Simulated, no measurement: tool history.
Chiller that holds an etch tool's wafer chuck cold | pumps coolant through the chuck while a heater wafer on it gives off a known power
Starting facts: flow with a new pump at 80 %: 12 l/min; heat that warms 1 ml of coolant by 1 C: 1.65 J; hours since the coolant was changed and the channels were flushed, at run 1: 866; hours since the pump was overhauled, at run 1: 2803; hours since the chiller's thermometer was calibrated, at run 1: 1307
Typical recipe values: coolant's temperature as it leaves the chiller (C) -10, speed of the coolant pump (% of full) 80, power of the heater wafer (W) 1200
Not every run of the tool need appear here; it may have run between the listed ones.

run	day	coolant's temperature as it leaves the chiller (C)	speed of the coolant pump (% of full)	power of the heater wafer (W)	hours since the coolant was changed and the channels were flushed	hours since the pump was overhauled	hours since the chiller's thermometer was calibrated	chuck's temperature once it has settled (C)	how much warmer the coolant comes back (C)
1	0	-10	80	1200	866	2803	1307	-2.01	3.71
2	2.029	-10	80	1200	914	2851	1356	-1.92	3.73
3	3.654	-10	80	1200	953	2890	1394	-2.03	3.76
4	5.842	-10	80	1200	1006	2943	1447	-2.03	3.77
5	7.125	-10	80	1200	1037	2974	1478	-2.07	3.74
6	9.112	-10	80	1200	1084	3021	1526	-2.08	3.75
7	10.867	-10	80	1200	1126	3063	1568	-2.02	3.75
8	13.938	-10	80	1200	1200	3137	1641	-2.03	3.74
9	16.112	-10	80	1200	1252	3189	1694	-2.02	3.72
10	19.196	-10	80	1200	1326	3263	1768	-1.89	3.75
11	20.933	-10	80	1200	1368	3305	1809	-2.03	3.74
12	22.712	-10	80	1200	1411	3348	1852	-1.95	3.72
13	24.454	-10	80	1200	1453	3390	1894	-1.96	3.73
14	27.479	-10	80	1200	1525	3462	1966	-2.01	3.74
15	29.754	-10	80	1200	1580	3517	2021	-2.04	3.77
16	31.975	-16	99	762	1633	3570	2074	-11.82	1.86
17	35.042	-7	67	789	1707	3644	2148	-0.81	3.01
18	36.658	-10	94	879	1746	3683	2187	-5.04	2.27
19	39.212	-19	76	1451	1807	3744	2248	-8.76	4.83
20	42.004	-15	98	1085	1874	3811	2315	-9.07	2.72
21	43.546	-4	80	1126	1911	3848	2352	3.53	3.54
22	44.912	-4	96	766	1944	3881	2385	0.3	1.97
# day 46.254: chiller's thermometer calibrated
23	46.762	-4	96	766	1987	3924	12	0.38	1.96
24	48.296	-4	96	766	2024	3961	49	0.51	1.97
25	49.858	-10	84	834	2061	3998	86	-4.46	2.47

Run 26, settings as shown, results not yet in. Your forecast:
26	51.717	-10	84	834	2106	4043	131	?	?

{"run 26": {"chuck's temperature once it has settled (C)": -4.45, "how much warmer the coolant comes back (C)": 2.47}}
Were there no unlogged condition in the tool, this run, its random variation unchanged, would have produced chuck's temperature once it has settled (C) -4.81, how much warmer the coolant comes back (C) 2.38.
